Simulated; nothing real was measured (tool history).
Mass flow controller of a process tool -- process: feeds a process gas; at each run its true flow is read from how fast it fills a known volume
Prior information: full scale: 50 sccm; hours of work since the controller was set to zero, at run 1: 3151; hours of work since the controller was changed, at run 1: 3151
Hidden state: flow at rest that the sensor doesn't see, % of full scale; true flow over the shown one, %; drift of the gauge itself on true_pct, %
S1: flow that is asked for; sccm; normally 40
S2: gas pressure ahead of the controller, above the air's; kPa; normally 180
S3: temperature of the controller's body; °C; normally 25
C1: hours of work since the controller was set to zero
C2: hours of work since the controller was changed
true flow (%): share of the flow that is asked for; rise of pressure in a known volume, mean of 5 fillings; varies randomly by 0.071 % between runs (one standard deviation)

run 1 hour=0 | S1=40 S2=180 S3=25 | C1=3151 C2=3151 | true_flow_(%)=99.96
run 2 hour=83.7 | S1=40 S2=180 S3=25 | C1=3192 C2=3192 | true_flow_(%)=99.9
run 3 hour=212.3 | S1=40 S2=180 S3=25 | C1=3254 C2=3254 | true_flow_(%)=100.05
run 4 hour=316.4 | S1=31 S2=180 S3=25 | C1=3305 C2=3305 | true_flow_(%)=99.71
run 5 hour=462.7 | S1=31 S2=180 S3=25 | C1=3376 C2=3376 | true_flow_(%)=99.92
run 6 hour=590.1 | S1=31 S2=180 S3=25 | C1=3438 C2=3438 | true_flow_(%)=100.12
run 7 hour=686 | S1=31 S2=180 S3=25 | C1=3484 C2=3484 | true_flow_(%)=100.04
run 8 hour=793.9 | S1=31 S2=180 S3=25 | C1=3537 C2=3537 | true_flow_(%)=100.2
run 9 hour=926.2 | S1=31 S2=180 S3=25 | C1=3601 C2=3601 | true_flow_(%)=100.34
run 10 hour=1075.6 | S1=31 S2=180 S3=25 | C1=3674 C2=3674 | true_flow_(%)=100.45
run 11 hour=1185.2 | S1=40 S2=180 S3=25 | C1=3727 C2=3727 | true_flow_(%)=100.7
run 12 hour=1279 | S1=40 S2=180 S3=35 | C1=3772 C2=3772 | true_flow_(%)=100.1
run 13 hour=1354.5 | S1=40 S2=180 S3=35 | C1=3809 C2=3809 | true_flow_(%)=100.3
run 14 hour=1512.9 | S1=40 S2=183 S3=25 | C1=3886 C2=3886 | true_flow_(%)=100.85
run 15 hour=1600.3 | S1=40 S2=183 S3=25 | C1=3929 C2=3929 | true_flow_(%)=101.04
run 16 hour=1704.6 | S1=6 S2=180 S3=25 | C1=3979 C2=3979 | true_flow_(%)=100.11
run 17 hour=1783.6 | S1=6 S2=180 S3=25 | C1=4018 C2=4018 | true_flow_(%)=100.32
run 18 hour=1931.3 | S1=40 S2=180 S3=25 | C1=4089 C2=4089 | true_flow_(%)=101.21
run 19 hour=2024.3 | S1=40 S2=180 S3=25 | C1=4135 C2=4135 | true_flow_(%)=101.4
run 20 hour=2111.2 | S1=40 S2=187 S3=25 | C1=4177 C2=4177 | true_flow_(%)=101.31
run 21 hour=2278.7 | S1=40 S2=187 S3=25 | C1=4258 C2=4258 | true_flow_(%)=101.44
run 22 hour=2397.6 | S1=40 S2=187 S3=25 | C1=4316 C2=4316 | true_flow_(%)=101.5
run 23 hour=2473.6 | S1=40 S2=187 S3=25 | C1=4353 C2=4353 | true_flow_(%)=101.61
run 24 hour=2624.5 | S1=9 S2=180 S3=25 | C1=4426 C2=4426 | true_flow_(%)=101.02
run 25 hour=2743.2 | S1=40 S2=151 S3=25 | C1=4484 C2=4484 | true_flow_(%)=102.03
run 26 hour=2831.8 | S1=40 S2=151 S3=29 | C1=4527 C2=4527 | true_flow_(%)=101.72
run 27 hour=2932.2 | S1=38 S2=180 S3=25 | C1=4576 C2=4576 | true_flow_(%)=101.83
run 28 hour=3100.6 | S1=8 S2=206 S3=25 | C1=4658 C2=4658 | true_flow_(%)=101.04
run 29 hour=3193.6 | S1=16 S2=180 S3=25 | C1=4703 C2=4703 | true_flow_(%)=101.45
run 30 hour=3272.5 | S1=11 S2=146 S3=31 | C1=4741 C2=4741 | true_flow_(%)=101.24
run 31 hour=3437.7 | S1=40 S2=180 S3=20 | C1=4821 C2=4821 | true_flow_(%)=102.69
run 32 hour=3515 | S1=40 S2=180 S3=20 | C1=4859 C2=4859 | true_flow_(%)=102.68
run 33 hour=3642.6 | S1=13 S2=208 S3=35 | C1=4921 C2=4921 | true_flow_(%)=101.01
run 34 hour=3752.5 | S1=13 S2=208 S3=35 | C1=4974 C2=4974 | true_flow_(%)=101.11
run 35 hour=3839.7 | S1=10 S2=243 S3=22 | C1=5017 C2=5017 | true_flow_(%)=101.77
-- hour=3983 gauge calibrated
run 36 hour=3987.4 | S1=17 S2=254 S3=23 | C1=5088 C2=5088 | true_flow_(%)=99.24
run 37 hour=4087.4 | S1=32 S2=272 S3=28 | C1=5137 C2=5137 | true_flow_(%)=99.21
run 38 hour=4243.1 | S1=22 S2=250 S3=20 | C1=5213 C2=5213 | true_flow_(%)=99.79
run 39 hour=4373 | S1=12 S2=180 S3=23 | C1=5276 C2=5276 | true_flow_(%)=99.6
run 40 hour=4469.6 | S1=12 S2=180 S3=23 | C1=5323 C2=5323 | true_flow_(%)=99.69
run 41 hour=4549.7 | S1=12 S2=141 S3=21 | C1=5362 C2=5362 | true_flow_(%)=99.9
run 42 hour=4703.3 | S1=12 S2=141 S3=21 | C1=5436 C2=5436 | true_flow_(%)=100.05
run 43 hour=4774.8 | S1=12 S2=141 S3=21 | C1=5471 C2=5471 | true_flow_(%)=100.01
run 44 hour=4928.6 | S1=18 S2=155 S3=25 | C1=5546 C2=5546 | true_flow_(%)=100
run 45 hour=5060.8 | S1=7 S2=181 S3=23 | C1=5610 C2=5610 | true_flow_(%)=99.91
run 46 hour=5153.5 | S1=7 S2=181 S3=23 | C1=5655 C2=5655 | true_flow_(%)=99.94
run 47 hour=5281.4 | S1=12 S2=247 S3=20 | C1=5717 C2=5717 | true_flow_(%)=100.22
run 48 hour=5384.1 | S1=10 S2=247 S3=20 | C1=5767 C2=5767 | true_flow_(%)=100.22

How would selected steps in true flow (%) from run to run divide? Give the signed amount a tool lacking its hidden state would still show from settings, what came in and random variation, and the signed amount left for the hidden state, including any gauge scatter that is not in both of the compared results.
Run 17 -> 18: S1 6 -> 40. true flow (%) +0.89: hidden state +0.14, all else +0.75.
Run 30 -> 31: S1 11 -> 40, S2 146 -> 180, S3 31 -> 20. true flow (%) +1.45: hidden state +0.16, all else +1.29.
Run 32 -> 33: S1 40 -> 13, S2 180 -> 208, S3 20 -> 35. true flow (%) -1.67: hidden state +0.04, all else -1.71.
Run 35 -> 36: S1 10 -> 17, S2 243 -> 254, S3 22 -> 23, gauge calibrated. true flow (%) -2.53: hidden state -2.79, all else +0.26.
